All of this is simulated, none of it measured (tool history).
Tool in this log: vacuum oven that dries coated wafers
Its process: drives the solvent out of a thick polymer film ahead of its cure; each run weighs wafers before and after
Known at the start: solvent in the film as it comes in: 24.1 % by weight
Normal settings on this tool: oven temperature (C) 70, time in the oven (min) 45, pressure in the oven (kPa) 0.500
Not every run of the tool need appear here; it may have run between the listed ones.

run    day  oven temperature (C)  time in the oven (min)  pressure in the oven (kPa)  solvent left in the film (%)
  1  0.000                    70                      45                       0.500                          1.99
  2  0.812                    70                      45                       0.500                          2.05
     1.454  -- oven's thermocouples calibrated
  3  1.525                    77                      45                       0.500                          0.57
  4  1.921                    70                      65                       0.500                          0.96
  5  2.712                    70                      45                       0.500                          2.00
  6  3.438                    56                      45                       0.500                          9.00
  7  4.079                    79                      45                       1.485                          1.01
  8  5.017                    57                      57                       0.435                          6.63
  9  5.450                    57                      57                       0.435                          6.57
 10  6.067                    57                      57                       0.435                          6.64
 11  6.725                    55                      30                       0.286                         11.99
 12  7.112                    55                      30                       0.286                         11.83

What if the next run were any one of these 5? Each begins from the tool's condition after run 12:
  A  7.954                    56                      45                       0.536                             ?
  B  7.954                    71                      45                       0.500                             ?
  C  7.954                    55                      30                       0.421                             ?
  D  7.954                    75                      45                       0.956                             ?
  E  7.954                    68                      29                       0.845                             ?

run  solvent left in the film (%)
  A                          8.94
  B                          1.80
  C                         11.89
  D                          1.21
  E                          5.49
Without the tool's unlogged condition, the same runs would have read:
run  solvent left in the film (%)
  A                          8.94
  B                          1.80
  C                         11.89
  D                          1.20
  E                          5.49
